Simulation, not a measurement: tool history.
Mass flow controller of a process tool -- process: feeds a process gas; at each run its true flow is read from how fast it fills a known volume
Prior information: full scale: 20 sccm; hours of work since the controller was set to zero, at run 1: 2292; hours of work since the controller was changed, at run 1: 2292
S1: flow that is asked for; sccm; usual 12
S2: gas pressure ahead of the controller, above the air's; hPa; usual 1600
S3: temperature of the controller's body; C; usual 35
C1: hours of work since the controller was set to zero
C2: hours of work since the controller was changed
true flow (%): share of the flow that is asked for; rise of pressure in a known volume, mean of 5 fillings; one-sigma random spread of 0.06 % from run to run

Run 1, hour 0.0: usual settings; C1 2292; C2 2292. Result: true flow (%) 98.65.
Run 2, hour 107.4: usual settings but S3 38 C; C1 2365; C2 2365. Result: true flow (%) 98.47.
Run 3, hour 195.1: usual settings but S3 38 C; C1 2425; C2 2425. Result: true flow (%) 98.42.
Run 4, hour 344.1: usual settings but S3 38 C; C1 2526; C2 2526. Result: true flow (%) 98.41.
Run 5, hour 459.9: usual settings but S3 38 C; C1 2605; C2 2605. Result: true flow (%) 98.49.
Run 6, hour 535.4: usual settings but S3 38 C; C1 2657; C2 2657. Result: true flow (%) 98.46.
Run 7, hour 659.8: usual settings but S3 38 C; C1 2741; C2 2741. Result: true flow (%) 98.36.
Run 8, hour 774.0: usual settings; C1 2819; C2 2819. Result: true flow (%) 98.64.
Run 9, hour 903.0: usual settings; C1 2907; C2 2907. Result: true flow (%) 98.74.
Run 10, hour 1022.5: usual settings; C1 2989; C2 2989. Result: true flow (%) 98.90.
Run 11, hour 1097.4: usual settings; C1 3040; C2 3040. Result: true flow (%) 98.75.
Run 12, hour 1257.1: usual settings; C1 3149; C2 3149. Result: true flow (%) 98.83.
Run 13, hour 1409.0: usual settings but S2 1740 hPa; C1 3252; C2 3252. Result: true flow (%) 98.79.
Run 14, hour 1490.3: usual settings but S2 1740 hPa, S3 39 C; C1 3307; C2 3307. Result: true flow (%) 98.55.
Run 15, hour 1623.5: usual settings but S2 1740 hPa, S3 39 C; C1 3398; C2 3398. Result: true flow (%) 98.50.
Run 16, hour 1702.6: usual settings but S2 1740 hPa, S3 39 C; C1 3452; C2 3452. Result: true flow (%) 98.52.
Run 17, hour 1864.2: usual settings but S2 1740 hPa, S3 39 C; C1 3562; C2 3562. Result: true flow (%) 98.54.
Run 18, hour 1965.2: usual settings but S2 1740 hPa, S3 39 C; C1 3631; C2 3631. Result: true flow (%) 98.57.
Run 19, hour 2035.3: usual settings but S2 2480 hPa, S3 39 C; C1 3679; C2 3679. Result: true flow (%) 98.98.
Run 20, hour 2162.6: usual settings but S2 2480 hPa, S3 39 C; C1 3766; C2 3766. Result: true flow (%) 98.88.
Run 21, hour 2312.3: usual settings but S2 2480 hPa, S3 39 C; C1 3868; C2 3868. Result: true flow (%) 98.94.
Run 22, hour 2478.4: usual settings but S2 2620 hPa, S3 39 C; C1 3981; C2 3981. Result: true flow (%) 99.07.
Run 23, hour 2613.9: usual settings but S2 2620 hPa, S3 39 C; C1 4073; C2 4073. Result: true flow (%) 98.98.
Run 24, hour 2762.8: usual settings but S2 2620 hPa, S3 39 C; C1 4175; C2 4175. Result: true flow (%) 99.06.
Run 25, hour 2901.4: usual settings but S2 2620 hPa, S3 39 C; C1 4269; C2 4269. Result: true flow (%) 99.07.
Run 26, hour 3066.8: usual settings but S2 2620 hPa, S3 39 C; C1 4382; C2 4382. Result: true flow (%) 99.01.
Run 27, hour 3217.8: usual settings but S1 2 sccm, S2 1670 hPa, S3 29 C; C1 4485; C2 4485. Result: true flow (%) 104.78.
Run 28, hour 3347.1: usual settings but S1 5 sccm, S2 2510 hPa, S3 37 C; C1 4573; C2 4573. Result: true flow (%) 100.60.
Run 29, hour 3456.2: usual settings but S1 2 sccm, S2 1660 hPa, S3 37 C; C1 4647; C2 4647. Result: true flow (%) 104.30.
Run 30, hour 3539.2: usual settings but S1 10 sccm, S2 2100 hPa, S3 37 C; C1 4704; C2 4704. Result: true flow (%) 99.18.
Run 31, hour 3692.0: usual settings but S1 10 sccm, S2 2100 hPa, S3 37 C; C1 4808; C2 4808. Result: true flow (%) 99.17.
Run 32, hour 3790.9: usual settings but S1 14 sccm, S2 2440 hPa, S3 40 C; C1 4876; C2 4876. Result: true flow (%) 98.88.
Run 33, hour 3940.5: usual settings but S1 18 sccm, S2 2250 hPa; C1 4978; C2 4978. Result: true flow (%) 99.20.
Run 34, hour 4078.8: usual settings but S1 17 sccm, S2 1750 hPa, S3 22 C; C1 5072; C2 5072. Result: true flow (%) 100.25.
Run 35, hour 4177.8: usual settings but S2 2080 hPa, S3 38 C; C1 5139; C2 5139. Result: true flow (%) 98.93.
Run 36, hour 4256.4: usual settings but S2 2240 hPa; C1 5193; C2 5193. Result: true flow (%) 99.37.
Run 37, hour 4400.4: usual settings but S2 2240 hPa; C1 5291; C2 5291. Result: true flow (%) 99.27.
Run 38, hour 4555.6: usual settings but S2 1670 hPa, S3 21 C; C1 5397; C2 5397. Result: true flow (%) 100.32.
Run 39, hour 4655.5: usual settings but S3 33 C; C1 5465; C2 5465. Result: true flow (%) 99.25.
Run 40, hour 4801.0: usual settings but S3 33 C; C1 5564; C2 5564. Result: true flow (%) 99.28.
Run 41, hour 4874.1: usual settings but S1 3 sccm, S2 1860 hPa, S3 30 C; C1 5614; C2 5614. Result: true flow (%) 103.47.
Run 42, hour 4995.3: usual settings but S1 3 sccm, S2 1860 hPa, S3 30 C; C1 5697; C2 5697. Result: true flow (%) 103.58.
Run 43, hour 5090.6: usual settings but S1 3 sccm, S2 1860 hPa, S3 30 C; C1 5762; C2 5762. Result: true flow (%) 103.65.
Run 44, hour 5219.7: usual settings but S1 18 sccm, S2 1840 hPa, S3 39 C; C1 5850; C2 5850. Result: true flow (%) 98.59.
Run 45, hour 5350.3: usual settings but S1 18 sccm, S2 1830 hPa, S3 25 C; C1 5939; C2 5939. Result: true flow (%) 99.96.
Run 46, hour 5508.5: usual settings but S1 18 sccm, S2 1830 hPa, S3 25 C; C1 6046; C2 6046. Result: true flow (%) 99.96.
Run 47, hour 5592.6: usual settings but S1 18 sccm, S2 1830 hPa, S3 25 C; C1 6104; C2 6104. Result: true flow (%) 99.88.

Results for each run, recomputed without the tool's hidden state and with each run's random variation untouched:
Unlogged tool condition in this case: flow at rest that the sensor doesn't see, % of full scale; true flow over the shown one, %; drift of the gauge itself on true_pct, %.
run  true flow (%)
  1          98.43
  2          98.24
  3          98.18
  4          98.16
  5          98.23
  6          98.19
  7          98.08
  8          98.35
  9          98.44
 10          98.59
 11          98.44
 12          98.51
 13          98.45
 14          98.21
 15          98.15
 16          98.16
 17          98.17
 18          98.20
 19          98.60
 20          98.49
 21          98.54
 22          98.65
 23          98.55
 24          98.62
 25          98.62
 26          98.55
 27          98.53
 28          98.47
 29          97.84
 30          98.44
 31          98.42
 32          98.54
 33          99.10
 34         100.10
 35          98.38
 36          98.82
 37          98.71
 38          99.74
 39          98.66
 40          98.69
 41          98.60
 42          98.65
 43          98.66
 44          98.47
 45          99.83
 46          99.83
 47          99.74
